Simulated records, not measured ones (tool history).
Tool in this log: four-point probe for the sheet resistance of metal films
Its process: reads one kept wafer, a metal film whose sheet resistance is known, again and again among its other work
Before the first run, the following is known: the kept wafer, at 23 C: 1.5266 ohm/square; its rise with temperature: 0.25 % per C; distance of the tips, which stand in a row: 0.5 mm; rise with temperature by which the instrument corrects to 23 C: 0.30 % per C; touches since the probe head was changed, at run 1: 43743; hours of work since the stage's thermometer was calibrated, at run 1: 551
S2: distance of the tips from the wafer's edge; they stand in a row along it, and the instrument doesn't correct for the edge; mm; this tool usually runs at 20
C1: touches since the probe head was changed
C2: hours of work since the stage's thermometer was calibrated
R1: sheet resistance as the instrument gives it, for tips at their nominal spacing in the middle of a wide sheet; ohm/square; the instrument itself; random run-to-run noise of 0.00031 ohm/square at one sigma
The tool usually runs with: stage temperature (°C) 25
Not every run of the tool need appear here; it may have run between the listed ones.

{"run": 1, "hour": 0.0, "stage temperature (°C)": 25, "S2": 20, "C1": 43743, "C2": 551, "R1": 1.52638}
{"run": 2, "hour": 28.5, "stage temperature (°C)": 25, "S2": 20, "C1": 44786, "C2": 565, "R1": 1.526831}
{"run": 3, "hour": 66.7, "stage temperature (°C)": 25, "S2": 20, "C1": 46185, "C2": 585, "R1": 1.526375}
{"run": 4, "hour": 98.3, "stage temperature (°C)": 25, "S2": 20, "C1": 47344, "C2": 601, "R1": 1.526271}
{"run": 5, "hour": 118.7, "stage temperature (°C)": 21, "S2": 20, "C1": 48090, "C2": 611, "R1": 1.530036}
{"run": 6, "hour": 158.2, "stage temperature (°C)": 21, "S2": 20, "C1": 49538, "C2": 631, "R1": 1.529724}
{"run": 7, "hour": 182.1, "stage temperature (°C)": 21, "S2": 40, "C1": 50412, "C2": 643, "R1": 1.528724}
{"run": 8, "hour": 213.5, "stage temperature (°C)": 25, "S2": 14, "C1": 51563, "C2": 659, "R1": 1.526599}
{"run": 9, "hour": 242.1, "stage temperature (°C)": 25, "S2": 20, "C1": 52611, "C2": 674, "R1": 1.525669}
{"run": 10, "hour": 260.5, "stage temperature (°C)": 25, "S2": 20, "C1": 53285, "C2": 683, "R1": 1.525527}
{"run": 11, "hour": 281.9, "stage temperature (°C)": 31, "S2": 20, "C1": 54069, "C2": 694, "R1": 1.521183}
{"run": 12, "hour": 301.3, "stage temperature (°C)": 34, "S2": 20, "C1": 54780, "C2": 704, "R1": 1.51872}
{"run": 13, "hour": 333.6, "stage temperature (°C)": 20, "S2": 20, "C1": 55963, "C2": 720, "R1": 1.529756}
{"run": 14, "hour": 370.9, "stage temperature (°C)": 20, "S2": 20, "C1": 57328, "C2": 739, "R1": 1.528887}
{"run": 15, "hour": 399.0, "stage temperature (°C)": 20, "S2": 20, "C1": 58359, "C2": 753, "R1": 1.529297}
{"hour": 401.3, "done": "stage's thermometer calibrated"}
{"run": 16, "hour": 425.2, "stage temperature (°C)": 20, "S2": 20, "C1": 59297, "C2": 12, "R1": 1.529547}
{"run": 17, "hour": 445.7, "stage temperature (°C)": 25, "S2": 20, "C1": 60049, "C2": 23, "R1": 1.525143}
{"run": 18, "hour": 482.3, "stage temperature (°C)": 25, "S2": 20, "C1": 61388, "C2": 41, "R1": 1.524778}
{"run": 19, "hour": 515.9, "stage temperature (°C)": 34, "S2": 20, "C1": 62619, "C2": 58, "R1": 1.518471}
{"hour": 542.3, "done": "stage's thermometer calibrated, once more"}
{"run": 20, "hour": 550.2, "stage temperature (°C)": 34, "S2": 20, "C1": 63859, "C2": 4, "R1": 1.517306}
{"run": 21, "hour": 576.5, "stage temperature (°C)": 25, "S2": 20, "C1": 64823, "C2": 17, "R1": 1.524371}
{"run": 22, "hour": 602.4, "stage temperature (°C)": 25, "S2": 20, "C1": 65770, "C2": 30, "R1": 1.524247}
{"run": 23, "hour": 630.0, "stage temperature (°C)": 25, "S2": 20, "C1": 66783, "C2": 44, "R1": 1.524371}
{"run": 24, "hour": 666.4, "stage temperature (°C)": 25, "S2": 20, "C1": 68114, "C2": 63, "R1": 1.524368}
{"run": 25, "hour": 695.4, "stage temperature (°C)": 26, "S2": 7, "C1": 69176, "C2": 78, "R1": 1.527074}
{"run": 26, "hour": 722.7, "stage temperature (°C)": 26, "S2": 7, "C1": 70179, "C2": 91, "R1": 1.526925}
{"run": 27, "hour": 750.2, "stage temperature (°C)": 18, "S2": 6, "C1": 71184, "C2": 105, "R1": 1.534804}
{"run": 28, "hour": 767.8, "stage temperature (°C)": 26, "S2": 64, "C1": 71827, "C2": 114, "R1": 1.522497}
{"run": 29, "hour": 804.4, "stage temperature (°C)": 26, "S2": 11, "C1": 73168, "C2": 133, "R1": 1.523703}
{"run": 30, "hour": 826.4, "stage temperature (°C)": 29, "S2": 43, "C1": 73973, "C2": 144, "R1": 1.520395}
{"run": 31, "hour": 848.9, "stage temperature (°C)": 28, "S2": 36, "C1": 74798, "C2": 155, "R1": 1.521121}
{"run": 32, "hour": 868.2, "stage temperature (°C)": 28, "S2": 36, "C1": 75505, "C2": 165, "R1": 1.521065}
{"run": 33, "hour": 896.9, "stage temperature (°C)": 20, "S2": 36, "C1": 76558, "C2": 180, "R1": 1.526845}
{"run": 34, "hour": 916.7, "stage temperature (°C)": 33, "S2": 28, "C1": 77284, "C2": 190, "R1": 1.517037}
{"run": 35, "hour": 943.9, "stage temperature (°C)": 34, "S2": 7, "C1": 78280, "C2": 203, "R1": 1.519769}
{"run": 36, "hour": 961.1, "stage temperature (°C)": 34, "S2": 7, "C1": 78910, "C2": 212, "R1": 1.520072}
{"run": 37, "hour": 998.2, "stage temperature (°C)": 34, "S2": 7, "C1": 80266, "C2": 231, "R1": 1.519459}
{"run": 38, "hour": 1029.4, "stage temperature (°C)": 34, "S2": 10, "C1": 81409, "C2": 247, "R1": 1.517675}
{"run": 39, "hour": 1064.6, "stage temperature (°C)": 34, "S2": 10, "C1": 82699, "C2": 265, "R1": 1.517926}
{"run": 40, "hour": 1095.6, "stage temperature (°C)": 34, "S2": 10, "C1": 83837, "C2": 280, "R1": 1.517746}
{"run": 41, "hour": 1132.1, "stage temperature (°C)": 24, "S2": 4, "C1": 85172, "C2": 299, "R1": 1.536104}
{"run": 42, "hour": 1171.4, "stage temperature (°C)": 24, "S2": 62, "C1": 86613, "C2": 319, "R1": 1.523099}
{"run": 43, "hour": 1204.1, "stage temperature (°C)": 31, "S2": 35, "C1": 87809, "C2": 335, "R1": 1.517711}
{"run": 44, "hour": 1240.5, "stage temperature (°C)": 31, "S2": 8, "C1": 89144, "C2": 354, "R1": 1.520809}
{"run": 45, "hour": 1265.9, "stage temperature (°C)": 31, "S2": 8, "C1": 90074, "C2": 367, "R1": 1.520779}
{"run": 46, "hour": 1293.5, "stage temperature (°C)": 31, "S2": 8, "C1": 91083, "C2": 380, "R1": 1.520299}

Some steps in R1 between neighbouring runs. How much of each would the tool show without its hidden state too (settings, what came in, random variation), and how much is left for the hidden state, with any gauge scatter that isn't in both results?
The hidden state here: inner tips' distance over the nominal, %; tips' flats over new ones', %; wafer's true temperature over the reading, C; drift of the gauge itself on sheet_ohm, %.
Run 5 -> 6: no setting touched and nothing written in the log between the runs. R1 -0.000312 ohm/square: hidden state -0.000102, all else -0.000210.
Run 19 -> 20: stage's thermometer calibrated, once more. R1 -0.001165 ohm/square: hidden state -0.000922, all else -0.000243.
Run 27 -> 28: stage temperature (°C) 18 -> 26, S2 6 -> 64. R1 -0.012307 ohm/square: hidden state -0.000029, all else -0.012278.
Run 40 -> 41: stage temperature (°C) 34 -> 24, S2 10 -> 4. R1 +0.018358 ohm/square: hidden state -0.000119, all else +0.018477.
Run 41 -> 42: S2 4 -> 62. R1 -0.013005 ohm/square: hidden state -0.000084, all else -0.012921.
